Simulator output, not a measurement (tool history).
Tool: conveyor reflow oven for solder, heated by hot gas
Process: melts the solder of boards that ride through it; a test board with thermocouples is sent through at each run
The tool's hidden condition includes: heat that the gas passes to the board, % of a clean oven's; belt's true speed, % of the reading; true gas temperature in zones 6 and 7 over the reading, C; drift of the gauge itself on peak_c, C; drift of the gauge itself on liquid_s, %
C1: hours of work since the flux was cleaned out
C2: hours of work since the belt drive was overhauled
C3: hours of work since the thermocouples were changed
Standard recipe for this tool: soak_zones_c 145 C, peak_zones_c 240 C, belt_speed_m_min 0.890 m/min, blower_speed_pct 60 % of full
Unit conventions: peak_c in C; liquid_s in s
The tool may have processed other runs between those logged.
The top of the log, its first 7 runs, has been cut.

{"run": 8, "hour": 226.6, "soak_zones_c": 146, "peak_zones_c": 240, "belt_speed_m_min": 0.89, "blower_speed_pct": 60, "C1": 190, "C2": 746, "C3": 47, "peak_c": 219.7, "liquid_s": 38.5}
{"run": 9, "hour": 261.1, "soak_zones_c": 146, "peak_zones_c": 240, "belt_speed_m_min": 0.89, "blower_speed_pct": 60, "C1": 207, "C2": 763, "C3": 65, "peak_c": 219.61, "liquid_s": 38.7}
{"run": 10, "hour": 287.5, "soak_zones_c": 145, "peak_zones_c": 240, "belt_speed_m_min": 1.022, "blower_speed_pct": 60, "C1": 221, "C2": 777, "C3": 78, "peak_c": 214.04, "liquid_s": 30.3}
{"run": 11, "hour": 328.7, "soak_zones_c": 133, "peak_zones_c": 240, "belt_speed_m_min": 1.022, "blower_speed_pct": 60, "C1": 242, "C2": 798, "C3": 99, "peak_c": 210.44, "liquid_s": 26.0}
{"hour": 337.6, "done": "flux residue cleaned out of gas plates and filters"}
{"run": 12, "hour": 379.3, "soak_zones_c": 145, "peak_zones_c": 240, "belt_speed_m_min": 0.996, "blower_speed_pct": 60, "C1": 21, "C2": 821, "C3": 123, "peak_c": 213.74, "liquid_s": 30.6}
{"run": 13, "hour": 410.8, "soak_zones_c": 145, "peak_zones_c": 240, "belt_speed_m_min": 0.89, "blower_speed_pct": 60, "C1": 37, "C2": 837, "C3": 139, "peak_c": 217.99, "liquid_s": 37.5}
{"run": 14, "hour": 443.1, "soak_zones_c": 145, "peak_zones_c": 240, "belt_speed_m_min": 0.89, "blower_speed_pct": 60, "C1": 54, "C2": 854, "C3": 155, "peak_c": 218.04, "liquid_s": 37.6}
{"run": 15, "hour": 474.5, "soak_zones_c": 145, "peak_zones_c": 240, "belt_speed_m_min": 0.89, "blower_speed_pct": 60, "C1": 70, "C2": 870, "C3": 171, "peak_c": 217.87, "liquid_s": 37.4}
{"run": 16, "hour": 502.7, "soak_zones_c": 145, "peak_zones_c": 240, "belt_speed_m_min": 1.038, "blower_speed_pct": 60, "C1": 84, "C2": 884, "C3": 186, "peak_c": 211.37, "liquid_s": 28.1}
{"run": 17, "hour": 529.0, "soak_zones_c": 145, "peak_zones_c": 234, "belt_speed_m_min": 0.817, "blower_speed_pct": 60, "C1": 98, "C2": 897, "C3": 199, "peak_c": 215.96, "liquid_s": 40.1}
{"run": 18, "hour": 559.4, "soak_zones_c": 145, "peak_zones_c": 234, "belt_speed_m_min": 0.817, "blower_speed_pct": 60, "C1": 113, "C2": 913, "C3": 215, "peak_c": 215.72, "liquid_s": 40.0}
{"run": 19, "hour": 588.9, "soak_zones_c": 145, "peak_zones_c": 234, "belt_speed_m_min": 0.817, "blower_speed_pct": 60, "C1": 128, "C2": 928, "C3": 230, "peak_c": 215.77, "liquid_s": 39.7}
{"hour": 617.5, "done": "flux residue cleaned out of gas plates and filters, once more"}
{"run": 20, "hour": 625.2, "soak_zones_c": 156, "peak_zones_c": 238, "belt_speed_m_min": 0.824, "blower_speed_pct": 60, "C1": 4, "C2": 944, "C3": 246, "peak_c": 224.62, "liquid_s": 47.3}
{"run": 21, "hour": 644.8, "soak_zones_c": 158, "peak_zones_c": 240, "belt_speed_m_min": 0.949, "blower_speed_pct": 68, "C1": 14, "C2": 954, "C3": 256, "peak_c": 223.56, "liquid_s": 40.9}
{"run": 22, "hour": 671.3, "soak_zones_c": 145, "peak_zones_c": 255, "belt_speed_m_min": 0.783, "blower_speed_pct": 69, "C1": 27, "C2": 967, "C3": 269, "peak_c": 240.62, "liquid_s": 52.6}
{"run": 23, "hour": 690.5, "soak_zones_c": 145, "peak_zones_c": 243, "belt_speed_m_min": 0.978, "blower_speed_pct": 69, "C1": 37, "C2": 977, "C3": 279, "peak_c": 222.21, "liquid_s": 36.1}
{"run": 24, "hour": 712.3, "soak_zones_c": 158, "peak_zones_c": 232, "belt_speed_m_min": 1.026, "blower_speed_pct": 60, "C1": 48, "C2": 988, "C3": 290, "peak_c": 212.9, "liquid_s": 33.3}
{"run": 25, "hour": 749.5, "soak_zones_c": 158, "peak_zones_c": 235, "belt_speed_m_min": 0.974, "blower_speed_pct": 60, "C1": 67, "C2": 1007, "C3": 309, "peak_c": 216.99, "liquid_s": 37.2}
{"run": 26, "hour": 781.0, "soak_zones_c": 136, "peak_zones_c": 235, "belt_speed_m_min": 0.769, "blower_speed_pct": 60, "C1": 83, "C2": 1023, "C3": 325, "peak_c": 220.26, "liquid_s": 43.1}
{"run": 27, "hour": 802.9, "soak_zones_c": 140, "peak_zones_c": 231, "belt_speed_m_min": 0.769, "blower_speed_pct": 87, "C1": 95, "C2": 1035, "C3": 336, "peak_c": 220.64, "liquid_s": 44.9}
{"run": 28, "hour": 822.5, "soak_zones_c": 140, "peak_zones_c": 231, "belt_speed_m_min": 0.769, "blower_speed_pct": 87, "C1": 105, "C2": 1045, "C3": 346, "peak_c": 220.76, "liquid_s": 44.9}
{"run": 29, "hour": 842.8, "soak_zones_c": 152, "peak_zones_c": 231, "belt_speed_m_min": 0.769, "blower_speed_pct": 55, "C1": 115, "C2": 1055, "C3": 357, "peak_c": 218.7, "liquid_s": 46.9}
{"run": 30, "hour": 884.7, "soak_zones_c": 154, "peak_zones_c": 231, "belt_speed_m_min": 0.797, "blower_speed_pct": 53, "C1": 136, "C2": 1076, "C3": 378, "peak_c": 217.74, "liquid_s": 45.4}

Here are 5 independent what-if runs from the current tool condition. What would each one return?
{"run": "A", "hour": 912.9, "soak_zones_c": 145, "peak_zones_c": 246, "belt_speed_m_min": 0.89, "blower_speed_pct": 89, "C1": 151, "C2": 1091, "C3": 392, "peak_c": "?", "liquid_s": "?"}
{"run": "B", "hour": 912.9, "soak_zones_c": 156, "peak_zones_c": 240, "belt_speed_m_min": 0.862, "blower_speed_pct": 62, "C1": 151, "C2": 1091, "C3": 392, "peak_c": "?", "liquid_s": "?"}
{"run": "C", "hour": 912.9, "soak_zones_c": 145, "peak_zones_c": 239, "belt_speed_m_min": 0.755, "blower_speed_pct": 61, "C1": 151, "C2": 1091, "C3": 392, "peak_c": "?", "liquid_s": "?"}
{"run": "D", "hour": 912.9, "soak_zones_c": 154, "peak_zones_c": 231, "belt_speed_m_min": 0.956, "blower_speed_pct": 53, "C1": 151, "C2": 1091, "C3": 392, "peak_c": "?", "liquid_s": "?"}
{"run": "E", "hour": 912.9, "soak_zones_c": 145, "peak_zones_c": 234, "belt_speed_m_min": 1.045, "blower_speed_pct": 60, "C1": 151, "C2": 1091, "C3": 392, "peak_c": "?", "liquid_s": "?"}

run=A peak_c=230.49 liquid_s=43.1
run=B peak_c=224.68 liquid_s=45.3
run=C peak_c=225.85 liquid_s=49.1
run=D peak_c=211.58 liquid_s=33.9
run=E peak_c=209.89 liquid_s=27.6
Without the tool's hidden state the same runs would have given:
run=A peak_c=229.54 liquid_s=41.6
run=B peak_c=223.45 liquid_s=43.6
run=C peak_c=224.51 liquid_s=47.3
run=D peak_c=210.42 liquid_s=32.4
run=E peak_c=208.96 liquid_s=26.5

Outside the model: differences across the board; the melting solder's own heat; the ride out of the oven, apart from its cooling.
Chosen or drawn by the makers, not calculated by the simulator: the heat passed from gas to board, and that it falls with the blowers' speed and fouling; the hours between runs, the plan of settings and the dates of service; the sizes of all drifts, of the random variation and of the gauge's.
